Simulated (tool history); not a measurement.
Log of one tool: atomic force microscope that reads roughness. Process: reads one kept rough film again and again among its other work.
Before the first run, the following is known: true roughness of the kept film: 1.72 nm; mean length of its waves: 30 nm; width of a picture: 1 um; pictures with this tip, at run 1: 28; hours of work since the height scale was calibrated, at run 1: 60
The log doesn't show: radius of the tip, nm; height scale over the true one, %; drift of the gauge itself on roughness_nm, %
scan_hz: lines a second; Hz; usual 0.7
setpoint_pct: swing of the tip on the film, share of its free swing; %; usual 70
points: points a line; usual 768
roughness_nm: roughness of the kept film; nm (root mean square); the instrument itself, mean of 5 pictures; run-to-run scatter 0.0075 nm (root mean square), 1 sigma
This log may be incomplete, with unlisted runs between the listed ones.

run,hour,scan_hz,setpoint_pct,points,pictures with this tip,hours of work since the height scale was calibrated,roughness_nm
1,0,0.7,70,768,28,60,1.55
2,5.2,0.7,70,334,38,63,1.52
3,14.1,0.7,70,334,56,68,1.483
4,23.6,0.576,70,334,74,74,1.475
5,28.8,0.576,74,334,84,78,1.463
# hour 30.2: new tip fitted
6,38.1,0.7,70,768,15,83,1.566

Predict the results of run 7:
7,49.9,0.7,70,768,38,90,?

Run 7 produced roughness_nm 1.527 nm (root mean square).
Take away the tool's hidden state, keep the run-to-run variation as it was, and the same run would have given roughness_nm 1.591 nm (root mean square).

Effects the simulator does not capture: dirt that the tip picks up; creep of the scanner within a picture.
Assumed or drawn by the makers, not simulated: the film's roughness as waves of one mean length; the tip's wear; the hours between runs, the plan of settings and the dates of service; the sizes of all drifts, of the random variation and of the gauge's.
